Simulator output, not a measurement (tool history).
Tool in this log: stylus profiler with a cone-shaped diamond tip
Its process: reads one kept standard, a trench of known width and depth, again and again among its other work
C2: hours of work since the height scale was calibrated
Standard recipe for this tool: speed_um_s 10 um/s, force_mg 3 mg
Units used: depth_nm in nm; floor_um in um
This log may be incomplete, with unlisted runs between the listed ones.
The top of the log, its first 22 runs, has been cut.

{"run": 23, "hour": 555.4, "speed_um_s": 23, "force_mg": 1.2, "scans with this tip": 10936, "C2": 1690, "depth_nm": 504.17, "floor_um": 94.51}
{"hour": 560.2, "done": "new tip fitted, height scale calibrated"}
{"run": 24, "hour": 574.7, "speed_um_s": 18, "force_mg": 1.16, "scans with this tip": 50, "C2": 8, "depth_nm": 501.96, "floor_um": 96.94}
{"run": 25, "hour": 598.0, "speed_um_s": 4, "force_mg": 8.84, "scans with this tip": 132, "C2": 20, "depth_nm": 507.35, "floor_um": 96.97}
{"run": 26, "hour": 617.1, "speed_um_s": 17, "force_mg": 4.48, "scans with this tip": 199, "C2": 31, "depth_nm": 504.79, "floor_um": 96.96}
{"run": 27, "hour": 635.0, "speed_um_s": 17, "force_mg": 4.48, "scans with this tip": 262, "C2": 40, "depth_nm": 504.74, "floor_um": 96.92}
{"run": 28, "hour": 650.6, "speed_um_s": 16, "force_mg": 2.41, "scans with this tip": 317, "C2": 49, "depth_nm": 503.06, "floor_um": 96.88}
{"run": 29, "hour": 664.9, "speed_um_s": 5, "force_mg": 3, "scans with this tip": 367, "C2": 57, "depth_nm": 503.64, "floor_um": 96.9}
{"run": 30, "hour": 694.9, "speed_um_s": 24, "force_mg": 3, "scans with this tip": 472, "C2": 73, "depth_nm": 503.74, "floor_um": 96.8}
{"run": 31, "hour": 721.1, "speed_um_s": 2, "force_mg": 7.37, "scans with this tip": 564, "C2": 87, "depth_nm": 506.78, "floor_um": 96.87}
{"run": 32, "hour": 741.1, "speed_um_s": 2, "force_mg": 7.37, "scans with this tip": 634, "C2": 98, "depth_nm": 506.75, "floor_um": 96.86}
{"run": 33, "hour": 767.4, "speed_um_s": 11, "force_mg": 2.06, "scans with this tip": 726, "C2": 112, "depth_nm": 503.05, "floor_um": 96.72}
{"run": 34, "hour": 797.6, "speed_um_s": 11, "force_mg": 2.73, "scans with this tip": 832, "C2": 129, "depth_nm": 503.55, "floor_um": 96.83}
{"run": 35, "hour": 820.6, "speed_um_s": 2, "force_mg": 5.54, "scans with this tip": 913, "C2": 141, "depth_nm": 505.63, "floor_um": 96.64}
{"run": 36, "hour": 836.5, "speed_um_s": 2, "force_mg": 5.54, "scans with this tip": 968, "C2": 150, "depth_nm": 505.66, "floor_um": 96.73}
{"run": 37, "hour": 855.8, "speed_um_s": 3, "force_mg": 3.01, "scans with this tip": 1036, "C2": 160, "depth_nm": 503.88, "floor_um": 96.7}
{"run": 38, "hour": 873.3, "speed_um_s": 3, "force_mg": 3.01, "scans with this tip": 1098, "C2": 170, "depth_nm": 503.89, "floor_um": 96.68}
{"run": 39, "hour": 903.3, "speed_um_s": 3, "force_mg": 1.8, "scans with this tip": 1203, "C2": 186, "depth_nm": 502.9, "floor_um": 96.67}
{"run": 40, "hour": 920.8, "speed_um_s": 3, "force_mg": 1.8, "scans with this tip": 1264, "C2": 195, "depth_nm": 503.07, "floor_um": 96.6}
{"run": 41, "hour": 938.3, "speed_um_s": 13, "force_mg": 7.84, "scans with this tip": 1325, "C2": 205, "depth_nm": 507.35, "floor_um": 96.62}
{"run": 42, "hour": 963.1, "speed_um_s": 13, "force_mg": 7.84, "scans with this tip": 1412, "C2": 218, "depth_nm": 506.94, "floor_um": 96.62}

Predict each of these 4 candidate next runs independently; none follows another, all start after run 42:
{"run": "A", "hour": 978.6, "speed_um_s": 13, "force_mg": 1.64, "scans with this tip": 1467, "C2": 227, "depth_nm": "?", "floor_um": "?"}
{"run": "B", "hour": 978.6, "speed_um_s": 31, "force_mg": 7.16, "scans with this tip": 1467, "C2": 227, "depth_nm": "?", "floor_um": "?"}
{"run": "C", "hour": 978.6, "speed_um_s": 10, "force_mg": 3.09, "scans with this tip": 1467, "C2": 227, "depth_nm": "?", "floor_um": "?"}
{"run": "D", "hour": 978.6, "speed_um_s": 6, "force_mg": 2.2, "scans with this tip": 1467, "C2": 227, "depth_nm": "?", "floor_um": "?"}

run=A depth_nm=503.02 floor_um=96.62
run=B depth_nm=506.5 floor_um=96.54
run=C depth_nm=504.05 floor_um=96.55
run=D depth_nm=503.33 floor_um=96.56
With no hidden state in the tool, these same runs would have given:
run=A depth_nm=502.69 floor_um=97.02
run=B depth_nm=506.17 floor_um=96.94
run=C depth_nm=503.73 floor_um=96.95
run=D depth_nm=503.01 floor_um=96.96

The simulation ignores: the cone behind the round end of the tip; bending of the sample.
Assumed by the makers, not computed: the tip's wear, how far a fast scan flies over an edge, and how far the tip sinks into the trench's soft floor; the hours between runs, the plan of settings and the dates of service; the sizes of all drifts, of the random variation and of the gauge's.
